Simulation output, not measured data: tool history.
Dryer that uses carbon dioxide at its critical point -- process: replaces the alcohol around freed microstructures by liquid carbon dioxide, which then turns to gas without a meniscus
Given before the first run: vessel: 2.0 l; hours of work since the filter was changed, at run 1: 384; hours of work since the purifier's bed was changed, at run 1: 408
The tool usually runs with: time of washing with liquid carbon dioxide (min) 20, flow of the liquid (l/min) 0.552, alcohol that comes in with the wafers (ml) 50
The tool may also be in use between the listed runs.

run   hour  time of washing with liquid carbon dioxide (min)  flow of the liquid (l/min)  alcohol that comes in with the wafers (ml)  hours of work since the filter was changed  hours of work since the purifier's bed was changed  alcohol left in the vessel before it's heated (ppm by volume)
  1    0.0                                                20                       0.552                                          50                                         384                                                 408                                                            986
  2   10.3                                                20                       0.552                                          50                                         390                                                 414                                                           1018
  3   23.7                                                17                       0.552                                          50                                         398                                                 422                                                           1541
  4   34.0                                                20                       0.552                                          22                                         404                                                 428                                                            540
  5   48.4                                                20                       0.382                                          50                                         412                                                 436                                                           2492
  6   65.8                                                20                       0.382                                          50                                         422                                                 447                                                           2514
  7   73.8                                                20                       0.552                                          50                                         427                                                 451                                                           1051
  8   83.1                                                20                       0.552                                          31                                         433                                                 457                                                            724
  9   96.9                                                20                       0.552                                          31                                         441                                                 465                                                            736
 10  106.4                                                20                       0.552                                          31                                         446                                                 471                                                            732
 11  120.6                                                20                       0.552                                          31                                         455                                                 479                                                            734
 12  131.3                                                20                       0.552                                          32                                         461                                                 485                                                            776
 13  141.1                                                20                       0.552                                          32                                         467                                                 491                                                            780
 14  152.1                                                20                       0.552                                          32                                         473                                                 498                                                            784
 15  168.9                                                28                       0.732                                          24                                         483                                                 507                                                            247
     174.6  -- purifier's bed changed
 16  188.0                                                15                       0.926                                          44                                         493                                                   8                                                            392
 17  202.2                                                15                       0.926                                          44                                         501                                                  16                                                            394
 18  216.6                                                27                       0.366                                          68                                         510                                                  25                                                           1681
 19  227.8                                                16                       0.624                                          50                                         516                                                  31                                                           1330
 20  241.1                                                19                       0.624                                          50                                         524                                                  39                                                            785
 21  249.5                                                12                       0.624                                          50                                         529                                                  44                                                           2831
     259.4  -- inlet filter changed
 22  267.5                                                20                       0.806                                          30                                           5                                                  54                                                             83
 23  275.1                                                24                       0.405                                          50                                           9                                                  59                                                            821
 24  288.2                                                13                       0.452                                          55                                          17                                                  66                                                           3416

Across each entry between runs, compare the hidden state at the last listed run before it with the hidden state at the first listed run after it:
Between runs 15 and 16: purifier's bed changed (hour 174.6)
  flow that reaches the vessel past the clogged filter, %: 85.3 -> 85.1; alcohol in the recycled carbon dioxide, ppm: 211.1 -> 8.7
  the result without the hidden state subtracted from the measured one, alcohol left in the vessel before it's heated (ppm by volume): +225 -> +197
Between runs 21 and 22: inlet filter changed (hour 259.4)
  flow that reaches the vessel past the clogged filter, %: 84 -> 99.8; alcohol in the recycled carbon dioxide, ppm: 23.2 -> 27.3
  the result without the hidden state subtracted from the measured one, alcohol left in the vessel before it's heated (ppm by volume): +982 -> +23
